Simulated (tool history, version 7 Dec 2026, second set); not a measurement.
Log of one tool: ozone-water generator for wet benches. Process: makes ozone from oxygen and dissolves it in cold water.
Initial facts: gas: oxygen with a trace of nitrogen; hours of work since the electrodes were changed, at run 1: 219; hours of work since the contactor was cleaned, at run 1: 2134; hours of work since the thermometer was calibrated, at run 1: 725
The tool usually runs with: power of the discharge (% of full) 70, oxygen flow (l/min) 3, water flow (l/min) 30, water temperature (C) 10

run,hour,power of the discharge (% of full),oxygen flow (l/min),water flow (l/min),water temperature (C),hours of work since the electrodes were changed,hours of work since the contactor was cleaned,hours of work since the thermometer was calibrated,dissolved ozone (ppm),ozone in the gas ahead of the water (g/m3)
1,0,70,3,30,10,219,2134,725,11.2,238.9
2,56,70,3,27,10,259,2174,765,12.5,239.9
3,91,70,3,27,10,285,2199,790,12.2,238.7
4,125.9,70,3,27,10,310,2224,815,12.2,239.7
5,171.9,70,3,27,10,343,2257,849,12.3,238.3
6,238.9,70,3,27,10,391,2306,897,12.4,239
7,273.8,70,3,27,9,416,2331,922,12.3,239
8,336.8,70,3,30,13,462,2376,967,11,238.4
9,383.2,70,2.05,30,10,495,2410,1001,9.2,268.5
10,457.4,70,3,30,17,549,2463,1054,10.5,236.3
11,501.5,70,3,30,10,580,2495,1086,10.9,238.2
12,535.8,70,3,30,10,605,2520,1111,10.9,239.7
13,616.2,70,3,30,10,663,2577,1169,11,234.3
14,658.9,70,3,30,10,694,2608,1199,11,236.5
15,693.5,49,3.6,20,10,719,2633,1224,12.9,164.2
16,735.8,49,3.6,30,10,749,2664,1255,8.8,161.9
# hour 741.5: water thermometer calibrated
17,818.8,52,1.66,30,5,808,2723,56,6.4,221.4
18,892,52,1.66,30,5,861,2776,108,6.3,221.6
19,959.8,52,1.66,30,5,910,2825,157,6.4,220.8
20,1029.3,52,3.5,28,9,960,2875,207,9.5,173.1
21,1075,81,3.25,41,15,993,2908,240,9,261.6
# hour 1122.1: water thermometer calibrated, once more
22,1127.3,81,3.25,41,15,1030,2945,4,9,260.6
23,1202.9,81,3.25,41,15,1085,2999,58,9.1,258.8

Predict the results of run 24:
24,1244.7,65,3.25,41,11,1115,3030,88,?,?

Logged for run 24: dissolved ozone (ppm) 7.7, ozone in the gas ahead of the water (g/m3) 215.3.
Minus the tool's unlogged condition, the same run would have read dissolved ozone (ppm) 8.2, ozone in the gas ahead of the water (g/m3) 221.7.
